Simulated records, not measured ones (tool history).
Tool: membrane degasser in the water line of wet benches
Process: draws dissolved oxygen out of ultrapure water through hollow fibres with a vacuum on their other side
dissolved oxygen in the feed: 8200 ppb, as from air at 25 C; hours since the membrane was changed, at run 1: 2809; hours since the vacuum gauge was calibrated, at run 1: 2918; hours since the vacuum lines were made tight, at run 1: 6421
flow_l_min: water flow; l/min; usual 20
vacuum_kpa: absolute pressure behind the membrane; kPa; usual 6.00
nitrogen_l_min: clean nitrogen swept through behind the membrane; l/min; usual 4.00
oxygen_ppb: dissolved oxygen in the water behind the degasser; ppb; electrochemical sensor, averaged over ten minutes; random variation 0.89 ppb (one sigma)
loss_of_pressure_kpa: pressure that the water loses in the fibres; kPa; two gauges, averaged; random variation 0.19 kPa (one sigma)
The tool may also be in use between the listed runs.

run	hour	flow_l_min	vacuum_kpa	nitrogen_l_min	hours since the membrane was changed	hours since the vacuum gauge was calibrated	hours since the vacuum lines were made tight	oxygen_ppb	loss_of_pressure_kpa
1	0.0	20	6.00	4.00	2809	2918	6421	89.4	36.97
# hour 137.5: vacuum gauge calibrated
2	255.7	20	6.00	4.00	3064	118	6676	91.7	36.81
3	493.1	20	6.00	4.00	3301	356	6914	90.8	36.99
4	709.8	20	3.86	4.00	3518	572	7131	65.8	37.32
5	884.6	20	6.00	4.00	3693	747	7305	92.5	37.39
6	1077.5	20	6.00	4.00	3886	940	7498	91.4	37.33
7	1260.7	20	6.00	4.00	4069	1123	7681	93.4	37.46
8	1488.7	20	6.00	4.00	4297	1351	7910	94.2	37.55
9	1624.2	20	6.00	6.81	4432	1487	8045	80.8	37.46
10	1823.4	20	12.35	6.81	4632	1686	8244	123.9	37.60
11	2056.5	20	12.35	6.81	4865	1919	8477	128.3	37.45
# hour 2315.7: seals of the vacuum lines changed
12	2315.7	20	12.35	6.81	5122	2176	0	128.4	37.70
13	2593.5	20	12.35	6.81	5400	2454	278	129.6	37.81
14	2856.7	20	6.00	4.00	5663	2717	541	97.0	37.72
15	3148.1	20	6.00	4.00	5954	3009	832	98.0	37.70
# hour 3188.3: vacuum gauge calibrated
16	3389.7	20	6.00	1.62	6196	201	1074	142.3	37.64
17	3559.4	14	11.00	10.21	6365	371	1243	63.5	26.59
18	3794.7	14	11.00	10.21	6601	606	1479	63.7	26.97
19	3938.7	14	9.17	10.21	6744	750	1622	58.1	26.80
20	4123.8	14	9.17	4.21	6930	936	1808	86.8	26.77
21	4281.6	14	9.17	4.21	7087	1093	1965	87.9	26.62
22	4520.8	19	9.17	4.21	7327	1333	2205	127.5	36.47
23	4662.5	16	14.61	2.98	7468	1474	2346	195.4	30.98
24	4798.2	27	14.61	8.80	7604	1610	2482	186.7	52.00
25	5007.6	31	5.56	1.86	7813	1819	2691	208.2	59.89
26	5167.8	18	5.13	8.14	7974	1980	2852	70.4	34.80
27	5287.3	12	8.78	2.37	8093	2099	2971	99.9	23.03
28	5495.9	17	8.78	9.74	8302	2308	3180	80.7	32.67
29	5619.0	16	4.79	2.72	8425	2431	3303	73.0	31.05
30	5867.4	20	6.00	7.91	8673	2679	3551	88.8	38.76
31	6017.1	20	6.00	7.12	8823	2829	3701	92.0	38.88

Hidden state or all else? Some run-to-run changes of oxygen_ppb, split into what the settings, what came in and random variation would give without the hidden state, and what is left for the hidden state (with any gauge scatter that isn't in both results):
The hidden state here: membrane still open, %; true pressure behind the membrane over the reading, kPa; air that leaks in behind the membrane, l/min; drift of the gauge itself on oxygen_ppb, %; drift of the gauge itself on loss_of_pressure_kpa, %.
Run 16 -> 17: flow_l_min 20 -> 14, vacuum_kpa 6.00 -> 11.00, nitrogen_l_min 1.62 -> 10.21. oxygen_ppb -78.8 ppb: hidden state -5.1, all else -73.7.
Run 22 -> 23: flow_l_min 19 -> 16, vacuum_kpa 9.17 -> 14.61, nitrogen_l_min 4.21 -> 2.98. oxygen_ppb +67.9 ppb: hidden state -2.4, all else +70.3.
Run 23 -> 24: flow_l_min 16 -> 27, nitrogen_l_min 2.98 -> 8.80. oxygen_ppb -8.7 ppb: hidden state +10.9, all else -19.6.
Run 25 -> 26: flow_l_min 31 -> 18, vacuum_kpa 5.56 -> 5.13, nitrogen_l_min 1.86 -> 8.14. oxygen_ppb -137.8 ppb: hidden state -13.5, all else -124.3.
Run 26 -> 27: flow_l_min 18 -> 12, vacuum_kpa 5.13 -> 8.78, nitrogen_l_min 8.14 -> 2.37. oxygen_ppb +29.5 ppb: hidden state -6.2, all else +35.7.
